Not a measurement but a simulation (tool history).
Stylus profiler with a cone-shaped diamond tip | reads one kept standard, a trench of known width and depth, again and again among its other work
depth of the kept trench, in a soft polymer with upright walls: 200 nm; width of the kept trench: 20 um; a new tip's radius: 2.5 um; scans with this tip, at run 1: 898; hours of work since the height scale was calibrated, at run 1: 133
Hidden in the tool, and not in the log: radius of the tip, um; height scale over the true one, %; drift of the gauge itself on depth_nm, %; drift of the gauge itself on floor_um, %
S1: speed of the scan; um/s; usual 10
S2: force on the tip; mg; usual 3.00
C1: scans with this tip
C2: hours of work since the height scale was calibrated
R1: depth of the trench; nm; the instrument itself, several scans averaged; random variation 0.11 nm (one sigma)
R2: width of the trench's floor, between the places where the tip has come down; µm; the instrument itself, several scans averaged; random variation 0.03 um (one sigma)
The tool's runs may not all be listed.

run	hour	S1	S2	C1	C2	R1	R2
1	0.0	10	3.00	898	133	201.88	17.99
2	37.8	3	3.00	1019	151	201.77	17.92
3	95.6	3	3.00	1204	178	201.91	17.99
4	154.3	4	3.00	1392	206	201.74	17.95
5	206.6	4	3.00	1559	230	201.88	17.97
6	268.6	10	4.73	1757	260	202.62	17.89
7	302.3	10	4.73	1865	276	202.41	17.90
8	333.1	10	3.00	1963	290	201.90	17.90
9	372.8	10	3.00	2090	309	201.91	17.94
10	415.6	10	3.00	2227	329	202.08	17.84
# hour 421.5: height scale calibrated on a step standard
11	468.2	10	3.00	2393	22	202.41	17.85
12	527.1	10	3.00	2582	50	202.08	17.86
13	563.0	35	3.00	2697	67	202.42	17.79
14	624.9	10	2.89	2894	96	202.21	17.82
15	666.0	10	2.89	3026	116	202.33	17.83
# hour 716.8: height scale calibrated on a step standard, once more
16	730.7	10	2.89	3231	7	201.74	17.78
17	792.9	10	2.89	3430	36	201.74	17.83

Run 18 comes next. What will it give?
18	853.7	10	3.00	3625	65	?	?

R1: 201.87 nm
R2: 17.73 µm
Without the tool's hidden state the same run would have given R1 201.71 nm, R2 17.93 µm.
